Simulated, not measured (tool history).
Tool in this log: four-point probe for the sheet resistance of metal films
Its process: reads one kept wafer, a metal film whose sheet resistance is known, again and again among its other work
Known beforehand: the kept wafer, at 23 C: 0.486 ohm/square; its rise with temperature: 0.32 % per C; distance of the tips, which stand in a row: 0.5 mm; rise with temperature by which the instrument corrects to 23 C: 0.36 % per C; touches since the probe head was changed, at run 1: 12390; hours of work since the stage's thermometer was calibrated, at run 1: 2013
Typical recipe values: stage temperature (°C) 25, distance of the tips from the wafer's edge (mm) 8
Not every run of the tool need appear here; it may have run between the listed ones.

run    hour  stage temperature (°C)  distance of the tips from the wafer's edge (mm)  touches since the probe head was changed  hours of work since the stage's thermometer was calibrated  sheet resistance as the instrument gives it (ohm/square)
  1       0                      25                                                8                                     12390                                                        2013                                                   0.48902
  2    52.3                      25                                                8                                     12994                                                        2034                                                  0.489207
  3   123.3                      25                                                8                                     13814                                                        2063                                                  0.489172
  4   185.5                      25                                                8                                     14531                                                        2088                                                  0.489192
  5     233                      25                                               17                                     15080                                                        2108                                                  0.488395
  6   292.6                      25                                               16                                     15767                                                        2132                                                  0.488244
  7   393.4                      25                                                8                                     16930                                                        2173                                                  0.489282
  8   447.9                      25                                                8                                     17560                                                        2195                                                  0.489244
  9   554.8                      25                                                8                                     18793                                                        2239                                                  0.489233
 10   640.9                      19                                                8                                     19787                                                        2274                                                    0.4906
 11   748.2                      19                                                8                                     21025                                                        2317                                                   0.49053
 12   828.8                      19                                               16                                     21954                                                        2350                                                  0.489807
 13   924.9                      25                                                8                                     23064                                                        2389                                                  0.489516
 14  1021.6                      31                                                8                                     24180                                                        2429                                                  0.488085
 15  1095.5                      25                                                8                                     25033                                                        2459                                                  0.489388
 16  1197.2                      25                                                9                                     26207                                                        2500                                                  0.489307
 17  1282.5                      25                                                4                                     27191                                                        2535                                                  0.492568
 18  1369.2                      29                                                8                                     28191                                                        2570                                                   0.48866
 19  1457.2                      29                                                8                                     29206                                                        2606                                                  0.488591
 20    1507                      19                                                8                                     29782                                                        2626                                                  0.490627
 21  1606.2                      19                                                8                                     30926                                                        2666                                                  0.490842
 22  1652.8                      19                                                8                                     31464                                                        2685                                                  0.490786
 23  1710.2                      19                                                8                                     32127                                                        2709                                                  0.490951
 24  1783.7                      30                                               15                                     32975                                                        2738                                                  0.487734
 25    1857                      24                                               16                                     33821                                                        2768                                                  0.489031
     1906.5  -- stage's thermometer calibrated
 26    1918                      31                                               11                                     34519                                                           5                                                  0.488052
 27  1972.8                      28                                               21                                     35152                                                          27                                                  0.488287
 28  2071.8                      35                                               18                                     36294                                                          67                                                  0.486993
 29  2127.4                      35                                               18                                     36935                                                          90                                                  0.486948
 30  2172.2                      31                                                4                                     37452                                                         108                                                  0.491512
 31  2282.8                      31                                                4                                     38729                                                         153                                                  0.491883
 32  2379.4                      20                                                4                                     39844                                                         192                                                  0.493962
     2428.4  -- stage's thermometer calibrated, once more
 33  2428.4                      20                                                4                                     40403                                                           0                                                  0.493452
 34  2473.3                      20                                                4                                     40922                                                          18                                                  0.493492
 35  2565.9                      20                                                4                                     41990                                                          56                                                  0.493328
 36  2632.3                      20                                                4                                     42756                                                          83                                                  0.493541
 37  2705.3                      25                                               27                                     43599                                                         113                                                  0.488255
 38    2768                      25                                               27                                     44322                                                         138                                                  0.488503
 39  2847.4                      25                                               27                                     45238                                                         170                                                  0.488397
 40  2948.3                      25                                                4                                     46403                                                         211                                                  0.492435
 41  3003.3                      24                                                4                                     47038                                                         234                                                  0.492879
 42  3082.6                      34                                               11                                     47953                                                         266                                                  0.487226
 43  3166.6                      27                                               73                                     48922                                                         300                                                  0.488226
 44  3248.9                      27                                               12                                     49872                                                         334                                                  0.488735
 45  3310.8                      31                                                3                                     50586                                                         359                                                  0.494678

Alternative continuations, all from the tool just after run 45; predict every row:
  A  3378.9                      25                                                5                                     51373                                                         387                                                         ?
  B  3378.9                      23                                               34                                     51373                                                         387                                                         ?
  C  3378.9                      19                                                5                                     51373                                                         387                                                         ?
  D  3378.9                      31                                               14                                     51373                                                         387                                                         ?

run  sheet resistance as the instrument gives it (ohm/square)
  A                                                  0.491227
  B                                                  0.489039
  C                                                  0.492513
  D                                                  0.487665
Without the tool's unlogged condition, the same runs would have read:
run  sheet resistance as the instrument gives it (ohm/square)
  A                                                  0.488259
  B                                                  0.486082
  C                                                  0.489535
  D                                                  0.484721
